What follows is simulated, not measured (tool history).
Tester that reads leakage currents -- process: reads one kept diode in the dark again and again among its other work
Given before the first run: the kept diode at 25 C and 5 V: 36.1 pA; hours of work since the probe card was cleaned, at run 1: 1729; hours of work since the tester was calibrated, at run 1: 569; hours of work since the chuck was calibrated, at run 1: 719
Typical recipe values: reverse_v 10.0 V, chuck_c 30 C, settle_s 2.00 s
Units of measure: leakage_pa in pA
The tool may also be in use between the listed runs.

run	hour	reverse_v	chuck_c	settle_s	hours of work since the probe card was cleaned	hours of work since the tester was calibrated	hours of work since the chuck was calibrated	leakage_pa
1	0.0	10.0	30	2.00	1729	569	719	90.85
2	20.0	10.0	30	8.36	1741	581	731	90.47
3	48.2	10.0	30	8.36	1758	598	748	90.73
4	64.4	10.0	30	8.36	1768	608	758	91.14
5	84.3	10.0	30	8.36	1780	620	770	90.97
6	108.7	10.0	30	8.36	1795	635	785	91.44
7	124.5	10.0	30	8.36	1805	644	794	91.18
8	152.3	10.0	30	3.11	1821	661	811	91.00
9	179.8	10.0	30	2.00	1838	678	828	91.38
10	202.0	10.0	30	2.00	1851	691	841	91.70
11	225.4	10.0	30	2.00	1866	705	855	91.75
12	243.3	10.0	30	2.00	1876	716	866	91.63
13	265.4	10.0	30	2.00	1890	729	880	91.13
14	283.1	10.0	30	1.18	1901	740	890	91.92
15	302.8	10.0	30	1.18	1912	752	902	91.46
# hour 320.9: chuck's temperature calibrated
16	325.0	5.1	30	1.18	1925	764	2	63.19
17	347.0	4.3	30	2.00	1938	778	16	56.60
18	376.5	10.0	30	2.00	1956	795	34	98.68
19	404.3	19.7	30	2.00	1973	812	50	157.82
20	426.2	10.0	30	2.00	1986	825	64	99.35
21	442.1	10.0	30	2.00	1996	835	73	99.18
22	458.4	10.0	30	2.00	2006	845	83	99.00
23	479.4	4.2	33	3.87	2018	858	96	66.27
24	492.3	4.2	33	3.87	2026	866	104	66.55
25	505.9	10.0	30	8.65	2034	874	112	98.57
26	527.8	10.0	30	8.65	2048	887	125	98.51
27	555.1	19.3	30	5.75	2064	904	142	156.04
28	573.7	13.3	32	0.31	2075	915	153	135.80
29	595.7	10.0	35	4.15	2089	928	166	131.64
30	615.6	16.6	21	4.15	2101	940	178	89.76
31	629.5	8.3	33	1.63	2109	949	187	103.89
32	649.0	8.3	33	1.63	2121	960	199	104.01
33	679.2	3.3	30	5.60	2139	979	217	47.12
34	698.0	3.3	30	5.60	2151	990	228	46.88
35	724.2	3.3	25	0.52	2166	1006	244	35.10
36	736.9	3.3	25	0.52	2174	1014	252	35.22
37	756.6	1.6	30	0.63	2186	1026	264	29.58
38	774.2	1.6	30	0.63	2197	1036	274	29.53
39	797.7	10.0	23	2.00	2211	1050	289	68.51
40	825.6	5.5	45	0.42	2228	1067	306	163.25
41	840.4	5.5	45	0.42	2237	1076	314	162.84

Below are 3 alternative next runs, each starting from the tool's condition after run 41. Predict each:
A	860.0	4.4	45	0.42	2249	1088	326	?
B	860.0	10.0	22	2.00	2249	1088	326	?
C	860.0	7.3	30	2.00	2249	1088	326	?

run	leakage_pa
A	142.76
B	65.53
C	80.24
Stripped of hidden state, with their random variation kept, the same runs would have yielded:
run	leakage_pa
A	137.65
B	43.85
C	65.77
